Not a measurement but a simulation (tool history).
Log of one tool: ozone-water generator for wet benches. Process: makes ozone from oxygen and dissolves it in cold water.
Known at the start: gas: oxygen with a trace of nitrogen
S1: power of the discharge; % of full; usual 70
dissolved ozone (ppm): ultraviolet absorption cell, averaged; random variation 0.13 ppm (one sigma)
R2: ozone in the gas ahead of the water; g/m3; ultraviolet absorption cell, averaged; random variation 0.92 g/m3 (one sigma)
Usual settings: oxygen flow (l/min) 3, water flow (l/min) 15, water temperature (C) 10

run 1 hour=0 | S1=70 oxygen_flow_(l/min)=3 water_flow_(l/min)=15 water_temperature_(C)=10 | dissolved_ozone_(ppm)=14.2 R2=153.2
run 2 hour=43.2 | S1=70 oxygen_flow_(l/min)=3 water_flow_(l/min)=15 water_temperature_(C)=10 | dissolved_ozone_(ppm)=14.3 R2=154.6
run 3 hour=86.2 | S1=70 oxygen_flow_(l/min)=3 water_flow_(l/min)=15 water_temperature_(C)=10 | dissolved_ozone_(ppm)=14.4 R2=152.8
run 4 hour=121.6 | S1=70 oxygen_flow_(l/min)=3 water_flow_(l/min)=15 water_temperature_(C)=10 | dissolved_ozone_(ppm)=14 R2=154
run 5 hour=145.2 | S1=70 oxygen_flow_(l/min)=3 water_flow_(l/min)=15 water_temperature_(C)=10 | dissolved_ozone_(ppm)=14.2 R2=153.7
run 6 hour=173.8 | S1=70 oxygen_flow_(l/min)=3 water_flow_(l/min)=15 water_temperature_(C)=10 | dissolved_ozone_(ppm)=14.2 R2=153.5
run 7 hour=192.4 | S1=70 oxygen_flow_(l/min)=3 water_flow_(l/min)=15 water_temperature_(C)=10 | dissolved_ozone_(ppm)=14 R2=154.7
run 8 hour=227.9 | S1=70 oxygen_flow_(l/min)=3 water_flow_(l/min)=13 water_temperature_(C)=10 | dissolved_ozone_(ppm)=16.4 R2=153.9
run 9 hour=261.4 | S1=70 oxygen_flow_(l/min)=3 water_flow_(l/min)=13 water_temperature_(C)=10 | dissolved_ozone_(ppm)=16.2 R2=154.2
-- hour=264.7 water thermometer calibrated
run 10 hour=294.5 | S1=70 oxygen_flow_(l/min)=3 water_flow_(l/min)=13 water_temperature_(C)=10 | dissolved_ozone_(ppm)=16.1 R2=153.4
run 11 hour=334.5 | S1=70 oxygen_flow_(l/min)=3 water_flow_(l/min)=14 water_temperature_(C)=10 | dissolved_ozone_(ppm)=15.1 R2=153.7
run 12 hour=355.4 | S1=70 oxygen_flow_(l/min)=3 water_flow_(l/min)=14 water_temperature_(C)=10 | dissolved_ozone_(ppm)=15 R2=154.5
run 13 hour=374 | S1=60 oxygen_flow_(l/min)=3 water_flow_(l/min)=10 water_temperature_(C)=10 | dissolved_ozone_(ppm)=18.5 R2=136.4
run 14 hour=404.3 | S1=60 oxygen_flow_(l/min)=3 water_flow_(l/min)=10 water_temperature_(C)=10 | dissolved_ozone_(ppm)=18.3 R2=137.3
-- hour=422.3 water thermometer calibrated, once more
run 15 hour=443.5 | S1=60 oxygen_flow_(l/min)=2.12 water_flow_(l/min)=10 water_temperature_(C)=10 | dissolved_ozone_(ppm)=17.6 R2=161.4
run 16 hour=461.9 | S1=43 oxygen_flow_(l/min)=3 water_flow_(l/min)=11 water_temperature_(C)=8 | dissolved_ozone_(ppm)=13.4 R2=106.9
run 17 hour=486.8 | S1=44 oxygen_flow_(l/min)=3 water_flow_(l/min)=15 water_temperature_(C)=16 | dissolved_ozone_(ppm)=9.2 R2=109.3
run 18 hour=523.7 | S1=44 oxygen_flow_(l/min)=3 water_flow_(l/min)=15 water_temperature_(C)=16 | dissolved_ozone_(ppm)=9.3 R2=107.4
run 19 hour=552.8 | S1=44 oxygen_flow_(l/min)=3 water_flow_(l/min)=15 water_temperature_(C)=16 | dissolved_ozone_(ppm)=9.4 R2=108.7
run 20 hour=585 | S1=70 oxygen_flow_(l/min)=3 water_flow_(l/min)=15 water_temperature_(C)=8 | dissolved_ozone_(ppm)=14 R2=151.6

Hidden state or all else? Some run-to-run changes of dissolved ozone (ppm), split into what the settings, what came in and random variation would give without the hidden state, and what is left for the hidden state (with any gauge scatter that isn't in both results):
The hidden state here: yield of the discharge, % of new electrodes'; contactor's efficiency, % of a clean one's; true water temperature over the reading, C; drift of the gauge itself on ozone_ppm, %; drift of the gauge itself on gas_g_m3, %.
Run 15 -> 16: S1 60 -> 43, oxygen flow (l/min) 2.12 -> 3, water flow (l/min) 10 -> 11, water temperature (C) 10 -> 8. dissolved ozone (ppm) -4.2: hidden state +0.2, all else -4.4.
Run 19 -> 20: S1 44 -> 70, water temperature (C) 16 -> 8. dissolved ozone (ppm) +4.6: hidden state -0.6, all else +5.2.

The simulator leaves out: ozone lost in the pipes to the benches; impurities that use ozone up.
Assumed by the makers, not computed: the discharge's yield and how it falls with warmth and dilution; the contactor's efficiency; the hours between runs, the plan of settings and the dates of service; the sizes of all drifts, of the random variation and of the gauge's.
